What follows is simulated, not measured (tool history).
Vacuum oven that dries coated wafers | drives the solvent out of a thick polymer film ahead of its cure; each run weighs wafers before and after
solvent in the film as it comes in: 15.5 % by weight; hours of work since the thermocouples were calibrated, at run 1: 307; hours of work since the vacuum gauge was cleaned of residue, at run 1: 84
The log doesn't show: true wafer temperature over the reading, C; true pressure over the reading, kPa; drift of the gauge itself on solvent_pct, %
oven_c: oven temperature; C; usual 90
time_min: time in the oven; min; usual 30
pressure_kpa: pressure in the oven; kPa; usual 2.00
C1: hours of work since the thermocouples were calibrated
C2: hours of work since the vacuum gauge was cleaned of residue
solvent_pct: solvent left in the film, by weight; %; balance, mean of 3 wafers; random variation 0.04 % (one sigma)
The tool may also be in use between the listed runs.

run 1 hour=0.0 | oven_c=90 time_min=30 pressure_kpa=2.00 | C1=307 C2=84 | solvent_pct=3.33
run 2 hour=11.0 | oven_c=90 time_min=30 pressure_kpa=2.00 | C1=316 C2=92 | solvent_pct=3.35
run 3 hour=21.1 | oven_c=90 time_min=30 pressure_kpa=2.00 | C1=323 C2=100 | solvent_pct=3.37
run 4 hour=27.2 | oven_c=90 time_min=30 pressure_kpa=4.84 | C1=328 C2=105 | solvent_pct=5.69
run 5 hour=33.1 | oven_c=90 time_min=30 pressure_kpa=4.84 | C1=333 C2=109 | solvent_pct=5.63
run 6 hour=43.6 | oven_c=90 time_min=30 pressure_kpa=4.84 | C1=341 C2=117 | solvent_pct=5.61
run 7 hour=50.0 | oven_c=90 time_min=30 pressure_kpa=6.76 | C1=346 C2=122 | solvent_pct=7.18
run 8 hour=55.6 | oven_c=78 time_min=30 pressure_kpa=2.00 | C1=350 C2=127 | solvent_pct=6.57
run 9 hour=65.6 | oven_c=78 time_min=30 pressure_kpa=2.00 | C1=358 C2=134 | solvent_pct=6.56
run 10 hour=71.5 | oven_c=78 time_min=30 pressure_kpa=2.00 | C1=362 C2=139 | solvent_pct=6.57
run 11 hour=77.6 | oven_c=78 time_min=30 pressure_kpa=2.00 | C1=367 C2=144 | solvent_pct=6.63
run 12 hour=86.5 | oven_c=78 time_min=30 pressure_kpa=2.00 | C1=374 C2=150 | solvent_pct=6.56
run 13 hour=97.7 | oven_c=77 time_min=30 pressure_kpa=2.00 | C1=382 C2=159 | solvent_pct=6.87
run 14 hour=104.5 | oven_c=85 time_min=31 pressure_kpa=2.00 | C1=388 C2=164 | solvent_pct=4.44
run 15 hour=116.3 | oven_c=85 time_min=31 pressure_kpa=2.00 | C1=397 C2=173 | solvent_pct=4.40
run 16 hour=126.4 | oven_c=88 time_min=52 pressure_kpa=2.00 | C1=404 C2=181 | solvent_pct=2.42
run 17 hour=134.7 | oven_c=88 time_min=52 pressure_kpa=2.00 | C1=411 C2=187 | solvent_pct=2.44
run 18 hour=146.3 | oven_c=88 time_min=52 pressure_kpa=2.00 | C1=420 C2=196 | solvent_pct=2.46
run 19 hour=153.1 | oven_c=93 time_min=30 pressure_kpa=2.88 | C1=425 C2=202 | solvent_pct=3.40
run 20 hour=165.0 | oven_c=94 time_min=27 pressure_kpa=4.22 | C1=434 C2=211 | solvent_pct=4.38
run 21 hour=172.5 | oven_c=90 time_min=18 pressure_kpa=5.76 | C1=440 C2=217 | solvent_pct=7.73
run 22 hour=178.4 | oven_c=90 time_min=18 pressure_kpa=5.76 | C1=444 C2=221 | solvent_pct=7.71
run 23 hour=185.5 | oven_c=88 time_min=30 pressure_kpa=2.00 | C1=450 C2=227 | solvent_pct=3.78
run 24 hour=194.8 | oven_c=88 time_min=30 pressure_kpa=2.00 | C1=457 C2=234 | solvent_pct=3.74

Measured less the same run without the tool's hidden state. The same run-to-run variation is in both; the gauge's scatter may not be:
run=1 solvent_pct=-0.14
run=2 solvent_pct=-0.14
run=3 solvent_pct=-0.14
run=4 solvent_pct=-0.18
run=5 solvent_pct=-0.19
run=6 solvent_pct=-0.18
run=7 solvent_pct=-0.22
run=8 solvent_pct=-0.20
run=9 solvent_pct=-0.19
run=10 solvent_pct=-0.20
run=11 solvent_pct=-0.21
run=12 solvent_pct=-0.21
run=13 solvent_pct=-0.21
run=14 solvent_pct=-0.19
run=15 solvent_pct=-0.19
run=16 solvent_pct=-0.10
run=17 solvent_pct=-0.11
run=18 solvent_pct=-0.10
run=19 solvent_pct=-0.15
run=20 solvent_pct=-0.18
run=21 solvent_pct=-0.24
run=22 solvent_pct=-0.24
run=23 solvent_pct=-0.18
run=24 solvent_pct=-0.18
